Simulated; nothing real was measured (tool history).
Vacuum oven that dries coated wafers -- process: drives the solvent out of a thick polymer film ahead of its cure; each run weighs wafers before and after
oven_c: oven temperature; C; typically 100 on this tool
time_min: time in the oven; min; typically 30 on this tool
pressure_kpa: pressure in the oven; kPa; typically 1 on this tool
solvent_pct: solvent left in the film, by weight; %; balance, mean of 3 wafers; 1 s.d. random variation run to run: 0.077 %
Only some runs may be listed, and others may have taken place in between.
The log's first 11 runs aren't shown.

Run 12, day 14.2: usual settings but pressure_kpa 1.9 kPa. Result: solvent_pct 6.2 %.
Run 13, day 15.733: usual settings but pressure_kpa 1.9 kPa. Result: solvent_pct 6.12 %.
Run 14, day 16.696: usual settings. Result: solvent_pct 5.78 %.
Run 15, day 17.75: usual settings. Result: solvent_pct 5.83 %.
Run 16, day 18.783: usual settings. Result: solvent_pct 5.74 %.
Run 17, day 20.175: usual settings. Result: solvent_pct 5.89 %.
Run 18, day 21.262: usual settings but time_min 47 min. Result: solvent_pct 3.08 %.
Run 19, day 22.029: usual settings. Result: solvent_pct 5.92 %.
Run 20, day 23.767: usual settings. Result: solvent_pct 5.93 %.
Run 21, day 25.392: usual settings but oven_c 97 C. Result: solvent_pct 6.85 %.
At day 27.088: oven's thermocouples calibrated.
Run 22, day 27.146: usual settings but oven_c 109 C, time_min 34 min, pressure_kpa 0.51 kPa. Result: solvent_pct 2.48 %.
Run 23, day 28.479: usual settings but oven_c 94 C, time_min 34 min, pressure_kpa 0.51 kPa. Result: solvent_pct 6.76 %.
Run 24, day 29.946: usual settings but oven_c 101 C, time_min 35 min, pressure_kpa 0.51 kPa. Result: solvent_pct 4.28 %.
Run 25, day 30.958: usual settings but oven_c 101 C, time_min 46 min, pressure_kpa 0.51 kPa. Result: solvent_pct 2.77 %.
Run 26, day 31.942: usual settings but oven_c 111 C, time_min 42 min, pressure_kpa 3.15 kPa. Result: solvent_pct 1.95 %.
Run 27, day 33.312: usual settings but oven_c 111 C, time_min 42 min, pressure_kpa 3.15 kPa. Result: solvent_pct 2.04 %.
Run 28, day 34.996: usual settings but oven_c 88 C, time_min 22 min, pressure_kpa 1.34 kPa. Result: solvent_pct 11.89 %.
Run 29, day 35.758: usual settings but oven_c 106 C, time_min 19 min, pressure_kpa 1.34 kPa. Result: solvent_pct 7.03 %.
Run 30, day 37.2: usual settings but oven_c 92 C, time_min 44 min, pressure_kpa 2.41 kPa. Result: solvent_pct 6.42 %.

Run 31, settings as shown, results not yet in. Your forecast:
Run 31, day 38.379: usual settings but oven_c 112 C, time_min 35 min. Result: solvent_pct ?.

{"run 31": {"solvent_pct": 1.89}}
On a tool with no hidden condition, and with the same random variation, this run would have come out at solvent_pct 1.89 %.
